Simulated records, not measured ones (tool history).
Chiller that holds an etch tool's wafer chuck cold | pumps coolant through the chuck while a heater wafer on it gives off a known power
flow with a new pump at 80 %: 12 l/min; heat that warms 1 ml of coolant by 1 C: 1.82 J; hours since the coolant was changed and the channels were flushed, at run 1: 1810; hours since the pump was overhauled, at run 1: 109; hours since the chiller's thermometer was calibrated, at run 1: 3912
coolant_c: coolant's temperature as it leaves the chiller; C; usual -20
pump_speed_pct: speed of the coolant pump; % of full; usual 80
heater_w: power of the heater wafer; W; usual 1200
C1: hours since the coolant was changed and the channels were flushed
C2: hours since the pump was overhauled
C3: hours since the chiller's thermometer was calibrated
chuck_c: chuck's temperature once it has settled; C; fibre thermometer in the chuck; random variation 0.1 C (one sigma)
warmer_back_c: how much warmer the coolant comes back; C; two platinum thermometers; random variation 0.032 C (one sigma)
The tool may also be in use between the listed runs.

Run 1, day 0.000: usual settings; C1 1810; C2 109; C3 3912. Result: chuck_c -10.5 C, warmer_back_c 3.29 C.
Run 2, day 2.454: usual settings; C1 1869; C2 168; C3 3971. Result: chuck_c -10.6 C, warmer_back_c 3.34 C.
Run 3, day 5.104: usual settings; C1 1933; C2 231; C3 4034. Result: chuck_c -10.5 C, warmer_back_c 3.28 C.
Run 4, day 7.729: usual settings; C1 1996; C2 294; C3 4097. Result: chuck_c -10.5 C, warmer_back_c 3.30 C.
Run 5, day 10.562: usual settings; C1 2064; C2 362; C3 4165. Result: chuck_c -10.5 C, warmer_back_c 3.32 C.
Run 6, day 12.062: usual settings; C1 2100; C2 398; C3 4201. Result: chuck_c -10.4 C, warmer_back_c 3.28 C.
Run 7, day 14.875: usual settings but heater_w 937 W; C1 2167; C2 466; C3 4269. Result: chuck_c -12.4 C, warmer_back_c 2.58 C.
Run 8, day 16.342: usual settings but heater_w 937 W; C1 2202; C2 501; C3 4304. Result: chuck_c -12.4 C, warmer_back_c 2.64 C.
Run 9, day 18.829: usual settings but pump_speed_pct 83 % of full; C1 2262; C2 561; C3 4364. Result: chuck_c -10.5 C, warmer_back_c 3.22 C.
Run 10, day 20.521: usual settings; C1 2303; C2 601; C3 4404. Result: chuck_c -10.4 C, warmer_back_c 3.29 C.
Run 11, day 22.092: usual settings; C1 2340; C2 639; C3 4442. Result: chuck_c -10.5 C, warmer_back_c 3.29 C.
Run 12, day 24.629: usual settings; C1 2401; C2 700; C3 4503. Result: chuck_c -10.3 C, warmer_back_c 3.33 C.
At day 25.462: chiller's thermometer calibrated.
Run 13, day 26.542: usual settings; C1 2446; C2 745; C3 26. Result: chuck_c -11.0 C, warmer_back_c 3.33 C.
Run 14, day 29.004: usual settings; C1 2505; C2 804; C3 85. Result: chuck_c -11.2 C, warmer_back_c 3.34 C.
Run 15, day 30.583: usual settings; C1 2543; C2 842; C3 123. Result: chuck_c -11.1 C, warmer_back_c 3.33 C.
Run 16, day 32.033: usual settings but coolant_c -11 C, pump_speed_pct 61 % of full, heater_w 1305 W; C1 2578; C2 877; C3 158. Result: chuck_c 1.1 C, warmer_back_c 4.94 C.
Run 17, day 35.158: usual settings but coolant_c -11 C, pump_speed_pct 82 % of full, heater_w 1040 W; C1 2653; C2 952; C3 233. Result: chuck_c -3.4 C, warmer_back_c 2.78 C.
Run 18, day 37.962: usual settings but coolant_c -24 C, heater_w 1383 W; C1 2720; C2 1019; C3 300. Result: chuck_c -13.8 C, warmer_back_c 3.87 C.
Run 19, day 39.446: usual settings but coolant_c -29 C, pump_speed_pct 71 % of full; C1 2756; C2 1055; C3 336. Result: chuck_c -18.8 C, warmer_back_c 3.85 C.
Run 20, day 41.133: usual settings but coolant_c -29 C, pump_speed_pct 71 % of full; C1 2796; C2 1095; C3 376. Result: chuck_c -19.1 C, warmer_back_c 3.81 C.
Run 21, day 42.854: usual settings but coolant_c -29 C, pump_speed_pct 65 % of full; C1 2838; C2 1136; C3 417. Result: chuck_c -18.2 C, warmer_back_c 4.21 C.
Run 22, day 44.925: usual settings but coolant_c -29 C, pump_speed_pct 65 % of full, heater_w 1009 W; C1 2887; C2 1186; C3 467. Result: chuck_c -20.0 C, warmer_back_c 3.59 C.
Run 23, day 46.942: usual settings but coolant_c -17 C, pump_speed_pct 88 % of full; C1 2936; C2 1234; C3 515. Result: chuck_c -8.5 C, warmer_back_c 3.01 C.
Run 24, day 49.283: usual settings but coolant_c -17 C, pump_speed_pct 88 % of full; C1 2992; C2 1291; C3 572. Result: chuck_c -8.6 C, warmer_back_c 2.96 C.
Run 25, day 52.338: usual settings but coolant_c -17 C, pump_speed_pct 95 % of full, heater_w 877 W; C1 3065; C2 1364; C3 645. Result: chuck_c -11.3 C, warmer_back_c 2.02 C.
Run 26, day 55.338: usual settings but coolant_c -17 C, pump_speed_pct 95 % of full, heater_w 877 W; C1 3137; C2 1436; C3 717. Result: chuck_c -11.3 C, warmer_back_c 1.99 C.
Run 27, day 57.675: usual settings but coolant_c -18 C, pump_speed_pct 67 % of full, heater_w 1712 W; C1 3193; C2 1492; C3 773. Result: chuck_c -3.1 C, warmer_back_c 5.86 C.

4 ways to go on from here, each from the tool as it stands after run 27. What would each give?
Run A, day 60.583: usual settings but coolant_c -26 C, pump_speed_pct 95 % of full, heater_w 787 W; C1 3263; C2 1562; C3 843. Result: chuck_c ?, warmer_back_c ?.
Run B, day 60.583: usual settings but pump_speed_pct 67 % of full, heater_w 1712 W; C1 3263; C2 1562; C3 843. Result: chuck_c ?, warmer_back_c ?.
Run C, day 60.583: usual settings but pump_speed_pct 69 % of full, heater_w 1517 W; C1 3263; C2 1562; C3 843. Result: chuck_c ?, warmer_back_c ?.
Run D, day 60.583: usual settings but coolant_c -16 C, pump_speed_pct 61 % of full, heater_w 1620 W; C1 3263; C2 1562; C3 843. Result: chuck_c ?, warmer_back_c ?.

run  chuck_c  warmer_back_c
  A    -20.6           1.85
  B     -4.9           5.84
  C     -6.9           5.00
  D     -0.7           6.13
Without the tool's hidden state the same runs would have given:
run  chuck_c  warmer_back_c
  A    -20.9           1.82
  B     -5.7           5.75
  C     -7.7           4.92
  D     -1.6           6.04

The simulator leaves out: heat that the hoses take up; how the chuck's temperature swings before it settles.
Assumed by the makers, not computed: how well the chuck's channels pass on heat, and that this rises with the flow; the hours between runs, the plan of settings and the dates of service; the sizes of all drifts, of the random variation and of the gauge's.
